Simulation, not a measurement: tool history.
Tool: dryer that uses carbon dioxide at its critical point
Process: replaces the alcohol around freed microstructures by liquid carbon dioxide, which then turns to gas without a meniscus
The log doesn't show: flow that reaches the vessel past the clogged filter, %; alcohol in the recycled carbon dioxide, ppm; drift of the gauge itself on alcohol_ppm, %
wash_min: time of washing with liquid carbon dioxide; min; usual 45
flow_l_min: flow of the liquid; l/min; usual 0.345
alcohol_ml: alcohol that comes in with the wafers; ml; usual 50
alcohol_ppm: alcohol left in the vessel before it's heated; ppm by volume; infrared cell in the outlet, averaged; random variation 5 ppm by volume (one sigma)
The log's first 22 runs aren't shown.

run	day	wash_min	flow_l_min	alcohol_ml	hours of work since the filter was changed	hours of work since the purifier's bed was changed	alcohol_ppm
23	22.912	32	0.345	40	118	430	241
24	23.917	39	0.486	74	128	441	98
25	24.608	50	0.526	77	136	448	103
26	25.912	50	0.526	77	149	462	91
27	27.150	45	0.468	22	162	475	101
28	27.888	29	0.345	96	170	482	649
29	28.704	62	0.230	44	179	491	146
30	29.396	44	0.345	92	186	498	162
31	30.700	44	0.345	92	200	512	172
32	31.679	44	0.228	92	210	522	606
33	32.950	44	0.228	92	223	536	627
34	34.104	44	0.228	92	236	548	631
35	35.388	44	0.228	92	249	561	646
36	36.254	61	0.337	46	258	570	127
37	37.496	61	0.337	46	271	584	116
38	38.604	48	0.317	46	283	595	153
39	39.329	45	0.234	52	291	603	355
40	40.850	44	0.287	74	306	619	274

4 ways to go on from here, each from the tool as it stands after run 40. What would each give?
A	41.783	54	0.238	21	316	629	?
B	41.783	60	0.224	35	316	629	?
C	41.783	39	0.344	66	316	629	?
D	41.783	45	0.298	50	316	629	?

run	alcohol_ppm
A	168
B	164
C	221
D	203
Without the tool's hidden state the same runs would have given:
run	alcohol_ppm
A	37
B	29
C	71
D	61
